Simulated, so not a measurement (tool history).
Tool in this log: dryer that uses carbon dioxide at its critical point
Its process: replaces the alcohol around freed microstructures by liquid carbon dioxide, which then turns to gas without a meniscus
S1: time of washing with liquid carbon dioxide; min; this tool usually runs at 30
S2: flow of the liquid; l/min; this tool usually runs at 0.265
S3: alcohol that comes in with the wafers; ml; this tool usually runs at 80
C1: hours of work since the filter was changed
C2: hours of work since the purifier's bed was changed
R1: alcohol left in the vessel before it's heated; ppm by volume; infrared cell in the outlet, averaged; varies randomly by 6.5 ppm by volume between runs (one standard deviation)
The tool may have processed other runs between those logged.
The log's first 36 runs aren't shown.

{"run": 37, "hour": 859.4, "S1": 19, "S2": 0.18, "S3": 52, "C1": 490, "C2": 37, "R1": 5876}
{"hour": 866.9, "done": "inlet filter changed"}
{"run": 38, "hour": 890.6, "S1": 38, "S2": 0.265, "S3": 30, "C1": 11, "C2": 52, "R1": 31}
{"run": 39, "hour": 917.1, "S1": 38, "S2": 0.265, "S3": 30, "C1": 24, "C2": 64, "R1": 26}
{"run": 40, "hour": 939.4, "S1": 47, "S2": 0.236, "S3": 24, "C1": 34, "C2": 75, "R1": 24}
{"run": 41, "hour": 969.7, "S1": 47, "S2": 0.236, "S3": 24, "C1": 49, "C2": 89, "R1": 24}
{"run": 42, "hour": 989.7, "S1": 30, "S2": 0.23, "S3": 59, "C1": 58, "C2": 99, "R1": 478}
{"run": 43, "hour": 1008.0, "S1": 20, "S2": 0.207, "S3": 99, "C1": 67, "C2": 107, "R1": 5594}
{"run": 44, "hour": 1040.6, "S1": 20, "S2": 0.217, "S3": 75, "C1": 82, "C2": 123, "R1": 3772}
{"run": 45, "hour": 1056.2, "S1": 34, "S2": 0.272, "S3": 80, "C1": 90, "C2": 130, "R1": 128}

4 options for the next run, each taken on its own from the tool as it stands now. Forecast them:
{"run": "A", "hour": 1088.2, "S1": 44, "S2": 0.324, "S3": 68, "C1": 105, "C2": 145, "R1": "?"}
{"run": "B", "hour": 1088.2, "S1": 30, "S2": 0.265, "S3": 22, "C1": 105, "C2": 145, "R1": "?"}
{"run": "C", "hour": 1088.2, "S1": 34, "S2": 0.337, "S3": 80, "C1": 105, "C2": 145, "R1": "?"}
{"run": "D", "hour": 1088.2, "S1": 18, "S2": 0.332, "S3": 41, "C1": 105, "C2": 145, "R1": "?"}

run=A R1=14
run=B R1=87
run=C R1=42
run=D R1=586
With no hidden state in the tool, these same runs would have given:
run=A R1=6
run=B R1=70
run=C R1=31
run=D R1=523

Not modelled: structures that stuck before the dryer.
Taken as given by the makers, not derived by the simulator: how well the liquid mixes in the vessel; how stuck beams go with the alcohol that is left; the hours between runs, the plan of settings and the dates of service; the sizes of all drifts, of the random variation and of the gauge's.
